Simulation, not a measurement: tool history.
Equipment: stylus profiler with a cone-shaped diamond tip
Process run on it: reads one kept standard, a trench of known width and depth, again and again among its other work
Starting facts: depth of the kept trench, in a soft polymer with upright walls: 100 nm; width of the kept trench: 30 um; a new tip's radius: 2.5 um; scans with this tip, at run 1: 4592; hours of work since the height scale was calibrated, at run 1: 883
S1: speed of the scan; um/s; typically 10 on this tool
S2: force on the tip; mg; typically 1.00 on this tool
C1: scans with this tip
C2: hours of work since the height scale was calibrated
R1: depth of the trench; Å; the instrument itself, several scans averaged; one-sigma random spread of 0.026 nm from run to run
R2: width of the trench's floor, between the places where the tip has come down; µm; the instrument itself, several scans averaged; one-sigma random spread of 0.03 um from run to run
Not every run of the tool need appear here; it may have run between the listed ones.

| run | hour | S1 | S2 | C1 | C2 | R1 | R2 |
|---|---|---|---|---|---|---|---|
| 1 | 0.0 | 10 | 1.00 | 4592 | 883 | 1007.1 | 28.27 |
| 2 | 56.5 | 10 | 1.00 | 4794 | 922 | 1007.1 | 28.27 |
|  | 84.7 | height scale calibrated on a step standard |
| 3 | 104.2 | 10 | 1.22 | 4963 | 13 | 1003.7 | 28.21 |
| 4 | 169.5 | 37 | 1.00 | 5197 | 58 | 1002.9 | 27.98 |
| 5 | 236.6 | 37 | 1.00 | 5437 | 105 | 1003.7 | 28.00 |
| 6 | 267.2 | 37 | 1.00 | 5547 | 126 | 1003.3 | 27.91 |
| 7 | 323.3 | 10 | 1.80 | 5748 | 164 | 1005.3 | 28.25 |
| 8 | 358.2 | 10 | 1.00 | 5873 | 188 | 1003.3 | 28.18 |
| 9 | 395.6 | 10 | 1.43 | 6007 | 214 | 1004.4 | 28.21 |
| 10 | 449.9 | 10 | 1.43 | 6201 | 252 | 1005.1 | 28.15 |
| 11 | 497.5 | 10 | 1.43 | 6372 | 284 | 1005.5 | 28.18 |
| 12 | 540.4 | 6 | 1.00 | 6525 | 314 | 1004.1 | 28.20 |
| 13 | 571.1 | 6 | 1.00 | 6635 | 335 | 1004.7 | 28.16 |
| 14 | 628.6 | 6 | 1.00 | 6841 | 375 | 1004.3 | 28.14 |
| 15 | 682.0 | 6 | 1.00 | 7032 | 412 | 1004.1 | 28.17 |
| 16 | 747.2 | 29 | 1.00 | 7266 | 456 | 1004.4 | 27.97 |
| 17 | 792.6 | 10 | 1.00 | 7429 | 488 | 1004.7 | 28.09 |
| 18 | 843.4 | 10 | 1.00 | 7611 | 523 | 1005.1 | 28.13 |
| 19 | 890.3 | 7 | 0.71 | 7778 | 555 | 1004.7 | 28.07 |
| 20 | 931.6 | 12 | 2.15 | 7926 | 584 | 1007.9 | 28.09 |
| 21 | 973.1 | 16 | 0.59 | 8075 | 612 | 1005.3 | 28.01 |
| 22 | 1027.0 | 5 | 0.40 | 8268 | 649 | 1004.1 | 28.12 |
| 23 | 1073.7 | 20 | 2.38 | 8435 | 681 | 1008.3 | 28.09 |
| 24 | 1130.9 | 34 | 1.00 | 8640 | 721 | 1006.1 | 27.80 |
| 25 | 1178.5 | 3 | 0.79 | 8811 | 754 | 1005.5 | 28.08 |
| 26 | 1239.5 | 39 | 2.84 | 9029 | 796 | 1009.6 | 27.94 |
| 27 | 1284.2 | 7 | 2.20 | 9189 | 827 | 1008.6 | 28.04 |
| 28 | 1328.8 | 7 | 2.20 | 9349 | 857 | 1008.7 | 28.07 |
| 29 | 1360.9 | 7 | 2.20 | 9464 | 879 | 1009.3 | 28.05 |
| 30 | 1409.3 | 10 | 1.68 | 9637 | 913 | 1008.0 | 28.00 |
|  | 1453.4 | height scale calibrated on a step standard |
| 31 | 1475.6 | 8 | 1.40 | 9873 | 15 | 1004.3 | 28.01 |
| 32 | 1532.3 | 14 | 1.53 | 10076 | 54 | 1004.1 | 27.99 |
| 33 | 1582.4 | 18 | 0.42 | 10255 | 89 | 1001.7 | 27.88 |
| 34 | 1611.9 | 6 | 1.40 | 10361 | 109 | 1004.6 | 28.03 |
| 35 | 1673.5 | 19 | 2.58 | 10582 | 152 | 1007.0 | 28.06 |
| 36 | 1718.2 | 5 | 0.42 | 10742 | 182 | 1002.3 | 27.97 |

4 ways to go on from here, each from the tool as it stands after run 36. What would each give?
| A | 1783.1 | 21 | 1.00 | 10974 | 227 | ? | ? |
| B | 1783.1 | 3 | 1.00 | 10974 | 227 | ? | ? |
| C | 1783.1 | 20 | 0.99 | 10974 | 227 | ? | ? |
| D | 1783.1 | 18 | 0.44 | 10974 | 227 | ? | ? |

| run | R1 | R2 |
|---|---|---|
| A | 1003.8 | 27.92 |
| B | 1004.0 | 28.01 |
| C | 1003.5 | 27.87 |
| D | 1002.0 | 27.89 |
Without the tool's hidden state the same runs would have given:
| run | R1 | R2 |
|---|---|---|
| A | 1003.3 | 28.47 |
| B | 1003.5 | 28.56 |
| C | 1003.0 | 28.42 |
| D | 1001.5 | 28.44 |
